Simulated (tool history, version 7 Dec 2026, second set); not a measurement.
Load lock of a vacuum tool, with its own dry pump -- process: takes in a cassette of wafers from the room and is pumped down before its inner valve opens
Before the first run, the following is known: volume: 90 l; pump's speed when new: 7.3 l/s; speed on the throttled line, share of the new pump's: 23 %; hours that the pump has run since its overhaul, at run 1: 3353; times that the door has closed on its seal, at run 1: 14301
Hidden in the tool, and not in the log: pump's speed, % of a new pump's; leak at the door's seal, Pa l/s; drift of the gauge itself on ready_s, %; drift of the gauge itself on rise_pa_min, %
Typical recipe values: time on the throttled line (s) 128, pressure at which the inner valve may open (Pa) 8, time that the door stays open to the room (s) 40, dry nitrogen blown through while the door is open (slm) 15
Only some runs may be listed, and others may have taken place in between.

| run | hour | time on the throttled line (s) | pressure at which the inner valve may open (Pa) | time that the door stays open to the room (s) | dry nitrogen blown through while the door is open (slm) | hours that the pump has run since its overhaul | times that the door has closed on its seal | incoming humidity of the room's air, % | time from the closed door until the inner valve may open (s) | rise of the pressure with all valves shut (Pa/min) |
|---|---|---|---|---|---|---|---|---|---|---|
| 1 | 0.0 | 128 | 8 | 40 | 15 | 3353 | 14301 | 45.6 | 220.0 | 0.091 |
| 2 | 72.9 | 128 | 7 | 40 | 15 | 3426 | 14538 | 46.9 | 222.0 | 0.089 |
| 3 | 167.7 | 128 | 7 | 40 | 15 | 3521 | 14846 | 45.7 | 219.9 | 0.099 |
| 4 | 232.3 | 128 | 14 | 40 | 15 | 3585 | 15056 | 45.5 | 211.8 | 0.094 |
| 5 | 351.0 | 128 | 8 | 40 | 15 | 3704 | 15442 | 45.5 | 222.6 | 0.100 |
| 6 | 414.5 | 128 | 8 | 40 | 15 | 3767 | 15648 | 48.1 | 220.7 | 0.101 |
| 7 | 479.7 | 128 | 8 | 40 | 15 | 3833 | 15860 | 48.1 | 221.4 | 0.098 |
| 8 | 533.3 | 128 | 8 | 40 | 15 | 3886 | 16035 | 44.7 | 221.2 | 0.106 |
| 9 | 621.0 | 128 | 8 | 40 | 15 | 3974 | 16320 | 44.2 | 221.1 | 0.100 |
| 10 | 705.3 | 128 | 8 | 40 | 15 | 4058 | 16594 | 45.5 | 221.6 | 0.105 |
| 11 | 798.2 | 128 | 8 | 40 | 18 | 4151 | 16896 | 40.9 | 220.1 | 0.106 |
| 12 | 884.5 | 128 | 8 | 40 | 18 | 4237 | 17177 | 43.6 | 221.3 | 0.111 |
| 13 | 951.2 | 128 | 8 | 37 | 9 | 4304 | 17393 | 42.7 | 222.9 | 0.112 |
| 14 | 1002.4 | 128 | 12 | 40 | 37 | 4355 | 17560 | 41.4 | 214.9 | 0.106 |
| 15 | 1072.9 | 131 | 11 | 135 | 8 | 4426 | 17789 | 41.7 | 218.8 | 0.132 |
| 16 | 1137.5 | 131 | 11 | 135 | 8 | 4490 | 17999 | 44.1 | 220.7 | 0.139 |
| 17 | 1240.2 | 163 | 7 | 92 | 9 | 4593 | 18333 | 44.9 | 250.8 | 0.130 |
| 18 | 1313.7 | 128 | 10 | 103 | 15 | 4667 | 18572 | 45.0 | 217.9 | 0.129 |
| 19 | 1382.7 | 128 | 15 | 40 | 4 | 4736 | 18796 | 46.6 | 213.5 | 0.136 |
| 20 | 1437.1 | 169 | 7 | 44 | 15 | 4790 | 18973 | 45.8 | 254.4 | 0.123 |
| 21 | 1535.9 | 169 | 7 | 44 | 15 | 4889 | 19294 | 46.2 | 258.1 | 0.130 |

Branching from run 21: 4 alternative next runs. What would each branch give?
| A | 1593.1 | 169 | 12 | 86 | 15 | 4946 | 19480 | 43.2 | ? | ? |
| B | 1593.1 | 97 | 7 | 44 | 6 | 4946 | 19480 | 42.7 | ? | ? |
| C | 1593.1 | 89 | 7 | 28 | 8 | 4946 | 19480 | 48.9 | ? | ? |
| D | 1593.1 | 169 | 8 | 54 | 15 | 4946 | 19480 | 45.2 | ? | ? |

| run | time from the closed door until the inner valve may open (s) | rise of the pressure with all valves shut (Pa/min) |
|---|---|---|
| A | 247.4 | 0.136 |
| B | 201.7 | 0.137 |
| C | 196.1 | 0.132 |
| D | 254.9 | 0.130 |
What these runs would have given with no unlogged condition in the tool:
| run | time from the closed door until the inner valve may open (s) | rise of the pressure with all valves shut (Pa/min) |
|---|---|---|
| A | 241.1 | 0.016 |
| B | 193.3 | 0.018 |
| C | 187.2 | 0.012 |
| D | 248.0 | 0.011 |
